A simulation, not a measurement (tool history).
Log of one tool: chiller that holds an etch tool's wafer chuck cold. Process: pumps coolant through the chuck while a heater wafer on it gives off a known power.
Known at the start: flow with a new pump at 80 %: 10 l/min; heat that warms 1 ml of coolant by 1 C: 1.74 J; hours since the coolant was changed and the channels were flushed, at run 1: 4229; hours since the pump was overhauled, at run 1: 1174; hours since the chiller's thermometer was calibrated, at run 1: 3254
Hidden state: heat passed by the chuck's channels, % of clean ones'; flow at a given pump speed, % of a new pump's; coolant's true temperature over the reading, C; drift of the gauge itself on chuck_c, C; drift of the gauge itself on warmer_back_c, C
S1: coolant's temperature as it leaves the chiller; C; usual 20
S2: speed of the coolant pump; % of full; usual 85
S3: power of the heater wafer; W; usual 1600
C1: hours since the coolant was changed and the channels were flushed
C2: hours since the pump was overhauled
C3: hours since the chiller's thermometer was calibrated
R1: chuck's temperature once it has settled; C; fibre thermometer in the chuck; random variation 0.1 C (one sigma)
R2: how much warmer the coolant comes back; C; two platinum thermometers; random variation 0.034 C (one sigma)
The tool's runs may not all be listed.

run 1 hour=0.0 | S1=20 S2=85 S3=1600 | C1=4229 C2=1174 C3=3254 | R1=34.6 R2=5.21
run 2 hour=47.9 | S1=20 S2=85 S3=1600 | C1=4277 C2=1222 C3=3302 | R1=34.6 R2=5.21
run 3 hour=84.8 | S1=20 S2=85 S3=1600 | C1=4314 C2=1259 C3=3339 | R1=34.6 R2=5.24
run 4 hour=119.4 | S1=20 S2=85 S3=907 | C1=4349 C2=1294 C3=3374 | R1=28.1 R2=2.93
run 5 hour=143.6 | S1=20 S2=70 S3=1600 | C1=4373 C2=1318 C3=3398 | R1=37.3 R2=6.48
run 6 hour=180.3 | S1=20 S2=85 S3=1600 | C1=4410 C2=1355 C3=3435 | R1=34.5 R2=5.29
run 7 hour=221.1 | S1=20 S2=85 S3=1600 | C1=4450 C2=1396 C3=3475 | R1=34.7 R2=5.19
run 8 hour=245.4 | S1=20 S2=85 S3=1600 | C1=4475 C2=1420 C3=3500 | R1=34.4 R2=5.23
run 9 hour=286.9 | S1=16 S2=85 S3=1600 | C1=4516 C2=1461 C3=3541 | R1=30.7 R2=5.25
run 10 hour=310.2 | S1=16 S2=85 S3=1600 | C1=4540 C2=1485 C3=3565 | R1=30.6 R2=5.34
run 11 hour=338.3 | S1=20 S2=88 S3=1600 | C1=4568 C2=1513 C3=3593 | R1=34.3 R2=5.02
run 12 hour=370.8 | S1=20 S2=88 S3=1600 | C1=4600 C2=1545 C3=3625 | R1=34.2 R2=5.11
run 13 hour=416.0 | S1=15 S2=64 S3=894 | C1=4645 C2=1591 C3=3670 | R1=25.2 R2=4.05
run 14 hour=451.0 | S1=21 S2=87 S3=1181 | C1=4680 C2=1626 C3=3705 | R1=31.5 R2=3.81
run 15 hour=486.4 | S1=21 S2=87 S3=1181 | C1=4716 C2=1661 C3=3741 | R1=31.5 R2=3.77
run 16 hour=523.9 | S1=15 S2=86 S3=1695 | C1=4753 C2=1698 C3=3778 | R1=30.6 R2=5.47
run 17 hour=563.1 | S1=20 S2=71 S3=1600 | C1=4793 C2=1738 C3=3818 | R1=37.2 R2=6.40
run 18 hour=593.1 | S1=16 S2=71 S3=1170 | C1=4823 C2=1768 C3=3848 | R1=28.5 R2=4.68
run 19 hour=635.1 | S1=16 S2=71 S3=1170 | C1=4865 C2=1810 C3=3890 | R1=28.6 R2=4.70
run 20 hour=682.2 | S1=15 S2=99 S3=1170 | C1=4912 C2=1857 C3=3937 | R1=24.4 R2=3.31
-- hour=689.8 chiller's thermometer calibrated
run 21 hour=724.5 | S1=20 S2=96 S3=1600 | C1=4953 C2=1898 C3=35 | R1=33.7 R2=4.60

4 ways to go on from here, each from the tool as it stands after run 21. What would each give?
run A hour=772.8 | S1=24 S2=85 S3=888 | C1=5001 C2=1946 C3=83 | R1=? R2=?
run B hour=772.8 | S1=20 S2=68 S3=1600 | C1=5001 C2=1946 C3=83 | R1=? R2=?
run C hour=772.8 | S1=29 S2=82 S3=1543 | C1=5001 C2=1946 C3=83 | R1=? R2=?
run D hour=772.8 | S1=14 S2=62 S3=1600 | C1=5001 C2=1946 C3=83 | R1=? R2=?

run=A R1=32.5 R2=2.88
run=B R1=38.3 R2=6.76
run=C R1=44.0 R2=5.29
run=D R1=33.6 R2=7.50
Without the tool's hidden state the same runs would have given:
run=A R1=31.5 R2=2.82
run=B R1=36.2 R2=6.62
run=C R1=42.2 R2=5.18
run=D R1=31.3 R2=7.35

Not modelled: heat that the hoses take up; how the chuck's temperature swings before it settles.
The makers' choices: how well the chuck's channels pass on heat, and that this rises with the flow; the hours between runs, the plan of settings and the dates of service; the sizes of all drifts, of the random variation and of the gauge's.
